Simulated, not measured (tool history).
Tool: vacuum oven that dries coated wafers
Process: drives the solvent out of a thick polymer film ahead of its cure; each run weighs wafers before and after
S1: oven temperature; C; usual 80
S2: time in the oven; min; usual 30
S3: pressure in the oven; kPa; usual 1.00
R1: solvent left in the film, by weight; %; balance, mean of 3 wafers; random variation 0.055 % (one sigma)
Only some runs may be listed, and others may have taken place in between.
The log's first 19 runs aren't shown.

run	day	S1	S2	S3	R1
20	18.588	87	30	1.00	1.06
21	19.683	87	30	1.00	1.15
22	20.812	87	30	1.00	1.00
23	21.933	74	37	1.00	3.15
24	23.283	74	37	1.00	3.09
25	24.108	74	21	0.54	5.68
26	24.921	81	35	1.11	1.68
27	26.038	81	35	1.11	1.67
28	27.517	73	35	3.20	6.04
29	28.950	73	35	3.20	6.12
30	29.804	73	47	2.48	4.23
31	31.183	73	47	2.48	4.16
32	31.846	87	47	1.50	0.99
33	32.958	81	47	1.75	1.77
34	34.338	89	30	1.00	0.85
35	35.688	89	30	1.00	0.76
36	36.392	90	30	1.00	0.69
37	37.388	67	30	1.00	7.19
38	38.058	67	30	1.00	6.97
39	39.396	67	19	1.41	9.98
40	40.883	75	30	1.00	3.93
41	42.183	74	34	0.87	3.57
42	43.317	75	20	0.79	5.98
43	44.825	76	16	0.79	6.90

What if the next run were any one of these 3? Each begins from the tool's condition after run 43:
A	45.675	88	25	3.60	?
B	45.675	80	23	1.79	?
C	45.675	76	35	3.92	?

run	R1
A	2.90
B	4.07
C	5.66
Without the tool's hidden state the same runs would have given:
run	R1
A	2.90
B	4.07
C	5.66
